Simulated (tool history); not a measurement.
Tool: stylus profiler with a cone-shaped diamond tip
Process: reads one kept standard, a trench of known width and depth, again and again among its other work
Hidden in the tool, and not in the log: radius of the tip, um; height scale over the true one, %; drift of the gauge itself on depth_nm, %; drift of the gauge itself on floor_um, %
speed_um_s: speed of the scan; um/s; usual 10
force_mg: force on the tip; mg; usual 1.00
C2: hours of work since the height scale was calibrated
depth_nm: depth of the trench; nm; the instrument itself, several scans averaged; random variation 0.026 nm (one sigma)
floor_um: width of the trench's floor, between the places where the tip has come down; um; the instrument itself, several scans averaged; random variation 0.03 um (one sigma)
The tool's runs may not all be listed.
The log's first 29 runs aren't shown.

run 30 day=75.067 | speed_um_s=5 force_mg=0.35 | scans_with_this_tip=23225 C2=828 | depth_nm=100.56 floor_um=27.87
run 31 day=76.817 | speed_um_s=10 force_mg=0.82 | scans_with_this_tip=23414 C2=855 | depth_nm=100.81 floor_um=27.87
run 32 day=80.171 | speed_um_s=6 force_mg=0.61 | scans_with_this_tip=23777 C2=906 | depth_nm=100.78 floor_um=27.85
run 33 day=81.733 | speed_um_s=16 force_mg=1.00 | scans_with_this_tip=23946 C2=930 | depth_nm=100.88 floor_um=27.78
run 34 day=83.312 | speed_um_s=28 force_mg=2.66 | scans_with_this_tip=24117 C2=954 | depth_nm=101.34 floor_um=27.80
run 35 day=85.962 | speed_um_s=28 force_mg=2.66 | scans_with_this_tip=24404 C2=995 | depth_nm=101.30 floor_um=27.77
run 36 day=87.883 | speed_um_s=28 force_mg=2.66 | scans_with_this_tip=24612 C2=1024 | depth_nm=101.37 floor_um=27.74
run 37 day=89.521 | speed_um_s=38 force_mg=0.98 | scans_with_this_tip=24789 C2=1049 | depth_nm=100.88 floor_um=27.53
run 38 day=92.533 | speed_um_s=3 force_mg=0.34 | scans_with_this_tip=25115 C2=1095 | depth_nm=100.72 floor_um=27.89
run 39 day=94.700 | speed_um_s=3 force_mg=0.34 | scans_with_this_tip=25349 C2=1128 | depth_nm=100.73 floor_um=27.83
run 40 day=97.671 | speed_um_s=3 force_mg=0.34 | scans_with_this_tip=25671 C2=1174 | depth_nm=100.74 floor_um=27.90
run 41 day=99.212 | speed_um_s=32 force_mg=0.40 | scans_with_this_tip=25838 C2=1197 | depth_nm=100.76 floor_um=27.39
-- day=99.975 height scale calibrated on a step standard
run 42 day=102.200 | speed_um_s=23 force_mg=0.67 | scans_with_this_tip=26158 C2=34 | depth_nm=100.34 floor_um=27.68
run 43 day=105.596 | speed_um_s=20 force_mg=2.71 | scans_with_this_tip=26526 C2=86 | depth_nm=100.94 floor_um=27.74
run 44 day=107.329 | speed_um_s=21 force_mg=1.63 | scans_with_this_tip=26714 C2=113 | depth_nm=100.63 floor_um=27.72
run 45 day=108.908 | speed_um_s=17 force_mg=0.53 | scans_with_this_tip=26884 C2=137 | depth_nm=100.30 floor_um=27.62
run 46 day=111.896 | speed_um_s=10 force_mg=2.19 | scans_with_this_tip=27207 C2=182 | depth_nm=100.81 floor_um=27.79

Forecast each of these 4 alternatives for the next run:
run A day=113.662 | speed_um_s=8 force_mg=1.74 | scans_with_this_tip=27398 C2=209 | depth_nm=? floor_um=?
run B day=113.662 | speed_um_s=14 force_mg=2.73 | scans_with_this_tip=27398 C2=209 | depth_nm=? floor_um=?
run C day=113.662 | speed_um_s=10 force_mg=1.73 | scans_with_this_tip=27398 C2=209 | depth_nm=? floor_um=?
run D day=113.662 | speed_um_s=10 force_mg=0.50 | scans_with_this_tip=27398 C2=209 | depth_nm=? floor_um=?

run=A depth_nm=100.72 floor_um=27.76
run=B depth_nm=100.98 floor_um=27.74
run=C depth_nm=100.73 floor_um=27.82
run=D depth_nm=100.36 floor_um=27.72
Without the tool's hidden state the same runs would have given:
run=A depth_nm=100.66 floor_um=28.51
run=B depth_nm=100.92 floor_um=28.49
run=C depth_nm=100.67 floor_um=28.57
run=D depth_nm=100.30 floor_um=28.47
